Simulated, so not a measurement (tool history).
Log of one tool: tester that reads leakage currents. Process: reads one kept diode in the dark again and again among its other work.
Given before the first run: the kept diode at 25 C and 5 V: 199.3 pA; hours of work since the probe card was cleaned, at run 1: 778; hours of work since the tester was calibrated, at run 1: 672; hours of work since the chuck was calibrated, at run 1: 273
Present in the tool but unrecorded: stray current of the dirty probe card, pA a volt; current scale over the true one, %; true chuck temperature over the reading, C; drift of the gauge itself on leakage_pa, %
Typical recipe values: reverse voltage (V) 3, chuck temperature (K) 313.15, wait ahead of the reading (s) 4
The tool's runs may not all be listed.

| run | hour | reverse voltage (V) | chuck temperature (K) | wait ahead of the reading (s) | hours of work since the probe card was cleaned | hours of work since the tester was calibrated | hours of work since the chuck was calibrated | current that the tester gives (pA) |
|---|---|---|---|---|---|---|---|---|
| 1 | 0 | 3 | 313.15 | 4 | 778 | 672 | 273 | 635.17 |
| 2 | 28.7 | 3 | 313.15 | 0.92 | 797 | 691 | 292 | 635.41 |
| 3 | 84.8 | 3 | 313.15 | 4 | 834 | 727 | 328 | 633.51 |
| 4 | 122.1 | 3 | 313.15 | 4 | 858 | 752 | 353 | 638.85 |
| 5 | 148.4 | 3 | 313.15 | 4 | 875 | 769 | 370 | 639.39 |
| 6 | 183.5 | 3 | 303.15 | 4 | 898 | 792 | 393 | 264.79 |
| 7 | 230.1 | 3 | 313.15 | 1.92 | 929 | 822 | 423 | 640.75 |
| 8 | 288.1 | 1.97 | 308.15 | 1.92 | 967 | 860 | 461 | 354.39 |

Run 9, settings as shown, results not yet in. Your forecast:
| 9 | 323 | 3 | 313.15 | 0.81 | 989 | 883 | 484 | ? |

Run 9 gave current that the tester gives (pA) 652.05.
On a tool with no hidden condition, and with the same random variation, this run would have come out at current that the tester gives (pA) 631.95.
